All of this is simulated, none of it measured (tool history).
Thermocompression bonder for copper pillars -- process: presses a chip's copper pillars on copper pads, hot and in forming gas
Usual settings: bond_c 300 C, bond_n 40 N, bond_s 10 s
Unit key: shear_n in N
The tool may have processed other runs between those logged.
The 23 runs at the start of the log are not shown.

{"day": 53.167, "done": "forming gas filter changed"}
{"run": 24, "day": 54.462, "bond_c": 298, "bond_n": 24, "bond_s": 8, "shear_n": 54.5}
{"run": 25, "day": 56.721, "bond_c": 283, "bond_n": 51, "bond_s": 22, "shear_n": 124.6}
{"run": 26, "day": 59.942, "bond_c": 324, "bond_n": 40, "bond_s": 5, "shear_n": 97.6}
{"run": 27, "day": 62.6, "bond_c": 324, "bond_n": 40, "bond_s": 10, "shear_n": 114.7}
{"run": 28, "day": 64.738, "bond_c": 303, "bond_n": 25, "bond_s": 10, "shear_n": 64.5}
{"run": 29, "day": 66.779, "bond_c": 276, "bond_n": 35, "bond_s": 10, "shear_n": 70.9}
{"day": 67.508, "done": "force cell calibrated"}
{"run": 30, "day": 69.717, "bond_c": 280, "bond_n": 40, "bond_s": 10, "shear_n": 78.5}
{"run": 31, "day": 71.071, "bond_c": 290, "bond_n": 54, "bond_s": 10, "shear_n": 107.9}
{"day": 72.088, "done": "heater calibrated with a thermocouple chip"}
{"run": 32, "day": 72.858, "bond_c": 290, "bond_n": 54, "bond_s": 10, "shear_n": 103.1}
{"run": 33, "day": 74.2, "bond_c": 300, "bond_n": 40, "bond_s": 30, "shear_n": 114.1}
{"day": 75.554, "done": "forming gas filter changed"}
{"run": 34, "day": 75.625, "bond_c": 315, "bond_n": 58, "bond_s": 7, "shear_n": 123.3}
{"run": 35, "day": 78.583, "bond_c": 281, "bond_n": 25, "bond_s": 7, "shear_n": 39.8}
{"run": 36, "day": 79.954, "bond_c": 327, "bond_n": 25, "bond_s": 14, "shear_n": 82.4}
{"run": 37, "day": 81.808, "bond_c": 292, "bond_n": 37, "bond_s": 23, "shear_n": 102.3}

Each row is a separate what-if for the run after 37, all from the same tool condition, not one after another. Results?
{"run": "A", "day": 83.629, "bond_c": 300, "bond_n": 58, "bond_s": 5, "shear_n": "?"}
{"run": "B", "day": 83.629, "bond_c": 305, "bond_n": 40, "bond_s": 10, "shear_n": "?"}
{"run": "C", "day": 83.629, "bond_c": 292, "bond_n": 24, "bond_s": 8, "shear_n": "?"}
{"run": "D", "day": 83.629, "bond_c": 322, "bond_n": 37, "bond_s": 23, "shear_n": "?"}
{"run": "E", "day": 83.629, "bond_c": 282, "bond_n": 52, "bond_s": 10, "shear_n": "?"}

run=A shear_n=103.4
run=B shear_n=96.9
run=C shear_n=45.1
run=D shear_n=121.2
run=E shear_n=99.9
What these runs would have given with no unlogged condition in the tool:
run=A shear_n=103.0
run=B shear_n=96.3
run=C shear_n=44.2
run=D shear_n=121.9
run=E shear_n=99.3
